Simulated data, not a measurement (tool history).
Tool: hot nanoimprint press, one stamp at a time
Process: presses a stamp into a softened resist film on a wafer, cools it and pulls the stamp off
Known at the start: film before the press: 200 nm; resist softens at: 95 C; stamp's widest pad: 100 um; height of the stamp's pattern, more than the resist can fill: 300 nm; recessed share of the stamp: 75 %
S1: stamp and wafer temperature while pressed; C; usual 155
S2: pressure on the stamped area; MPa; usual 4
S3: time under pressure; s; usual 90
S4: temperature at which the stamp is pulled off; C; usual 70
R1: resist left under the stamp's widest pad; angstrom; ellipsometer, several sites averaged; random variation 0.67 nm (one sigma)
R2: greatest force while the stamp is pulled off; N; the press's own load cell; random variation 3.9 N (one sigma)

Run 1, hour 0: usual settings. Result: R1 783 angstrom, R2 327 N.
Run 2, hour 45.8: usual settings. Result: R1 794 angstrom, R2 338 N.
Run 3, hour 67.4: usual settings. Result: R1 789 angstrom, R2 335 N.
Run 4, hour 99.9: usual settings. Result: R1 815 angstrom, R2 348 N.
Run 5, hour 141.8: usual settings but S4 76 C. Result: R1 805 angstrom, R2 317 N.
Run 6, hour 168.5: usual settings but S3 135 s. Result: R1 685 angstrom, R2 349 N.
Run 7, hour 196.8: usual settings. Result: R1 795 angstrom, R2 344 N.
Run 8, hour 232.2: usual settings. Result: R1 819 angstrom, R2 350 N.
At hour 245.2: stamp cleaned and given a new release coat.
Run 9, hour 281.3: usual settings. Result: R1 816 angstrom, R2 194 N.
Run 10, hour 319.4: usual settings. Result: R1 808 angstrom, R2 203 N.
At hour 334.1: plate thermocouple calibrated.
Run 11, hour 353.9: usual settings. Result: R1 847 angstrom, R2 206 N.
Run 12, hour 381.4: usual settings. Result: R1 846 angstrom, R2 216 N.
Run 13, hour 414.4: usual settings but S4 65 C. Result: R1 852 angstrom, R2 230 N.
Run 14, hour 462.9: usual settings. Result: R1 856 angstrom, R2 224 N.
Run 15, hour 507.1: usual settings but S3 72 s. Result: R1 926 angstrom, R2 228 N.
At hour 534.9: plate thermocouple calibrated, once more.
Run 16, hour 558: usual settings but S1 163 C, S3 72 s. Result: R1 559 angstrom, R2 228 N.
Run 17, hour 608: usual settings but S1 153 C, S2 5.05 MPa, S3 47 s, S4 66 C. Result: R1 925 angstrom, R2 251 N.
Run 18, hour 652.7: usual settings but S1 153 C, S2 3.35 MPa, S3 67 s, S4 66 C. Result: R1 994 angstrom, R2 247 N.
Run 19, hour 684.6: usual settings but S1 153 C, S2 3.35 MPa, S3 67 s, S4 66 C. Result: R1 1014 angstrom, R2 261 N.
Run 20, hour 705.4: usual settings but S2 4.87 MPa. Result: R1 686 angstrom, R2 252 N.
Run 21, hour 740.7: usual settings but S2 4.87 MPa. Result: R1 687 angstrom, R2 250 N.
Run 22, hour 790.9: usual settings but S2 4.18 MPa, S4 61 C. Result: R1 733 angstrom, R2 291 N.
Run 23, hour 841.2: usual settings but S2 4.18 MPa, S4 61 C. Result: R1 741 angstrom, R2 306 N.
Run 24, hour 875.8: usual settings but S1 159 C, S2 4.18 MPa, S3 68 s, S4 67 C. Result: R1 695 angstrom, R2 281 N.
Run 25, hour 910.8: usual settings but S1 159 C, S2 4.18 MPa, S3 68 s, S4 67 C. Result: R1 699 angstrom, R2 293 N.
Run 26, hour 943.9: usual settings but S1 159 C, S2 4.18 MPa, S3 54 s, S4 58 C. Result: R1 770 angstrom, R2 332 N.
Run 27, hour 971: usual settings but S1 163 C, S2 2.56 MPa, S3 140 s, S4 76 C. Result: R1 573 angstrom, R2 275 N.
Run 28, hour 995.2: usual settings but S4 74 C. Result: R1 772 angstrom, R2 281 N.
Run 29, hour 1026.9: usual settings but S1 149 C, S3 48 s, S4 74 C. Result: R1 1242 angstrom, R2 276 N.

Forecast each of these 4 alternatives for the next run:
Run A, hour 1061.3: usual settings but S2 4.35 MPa, S3 114 s. Result: R1 ?, R2 ?.
Run B, hour 1061.3: usual settings but S2 3.64 MPa, S3 151 s. Result: R1 ?, R2 ?.
Run C, hour 1061.3: usual settings but S1 149 C, S3 135 s, S4 74 C. Result: R1 ?, R2 ?.
Run D, hour 1061.3: usual settings but S3 106 s. Result: R1 ?, R2 ?.

run   R1   R2
  A  688  300
  B  666  298
  C  889  284
  D  731  307
Without the tool's hidden state the same runs would have given:
run   R1   R2
  A  653  191
  B  633  188
  C  844  180
  D  694  195
